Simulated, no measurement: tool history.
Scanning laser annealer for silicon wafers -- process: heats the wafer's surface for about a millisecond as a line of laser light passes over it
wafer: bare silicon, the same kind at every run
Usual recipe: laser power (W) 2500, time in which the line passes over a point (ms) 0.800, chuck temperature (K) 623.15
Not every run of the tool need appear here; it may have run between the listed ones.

| run | hour | laser power (W) | time in which the line passes over a point (ms) | chuck temperature (K) | highest temperature of the surface (K) |
|---|---|---|---|---|---|
| 1 | 0.0 | 2500 | 0.800 | 623.15 | 1321.15 |
| 2 | 13.5 | 2500 | 0.800 | 621.15 | 1320.15 |
| 3 | 28.0 | 2500 | 0.800 | 621.15 | 1317.15 |
| 4 | 49.4 | 2500 | 0.800 | 621.15 | 1322.15 |
| 5 | 60.0 | 2500 | 0.800 | 621.15 | 1317.15 |
| 6 | 74.9 | 2399 | 0.700 | 623.15 | 1240.15 |
| 7 | 94.2 | 2399 | 0.700 | 623.15 | 1237.15 |
| 8 | 112.0 | 2652 | 0.632 | 600.15 | 1266.15 |
| 9 | 128.6 | 2721 | 0.823 | 654.15 | 1438.15 |
| 10 | 146.5 | 2313 | 0.571 | 592.15 | 1119.15 |

4 ways to go on from here, each from the tool as it stands after run 10. What would each give?
| A | 156.5 | 2690 | 0.836 | 630.15 | ? |
| B | 156.5 | 2313 | 0.571 | 637.15 | ? |
| C | 156.5 | 2285 | 0.891 | 619.15 | ? |
| D | 156.5 | 2301 | 0.999 | 623.15 | ? |

| run | highest temperature of the surface (K) |
|---|---|
| A | 1412.15 |
| B | 1165.15 |
| C | 1274.15 |
| D | 1327.15 |
What these runs would have given with no unlogged condition in the tool:
| run | highest temperature of the surface (K) |
|---|---|
| A | 1432.15 |
| B | 1178.15 |
| C | 1291.15 |
| D | 1345.15 |
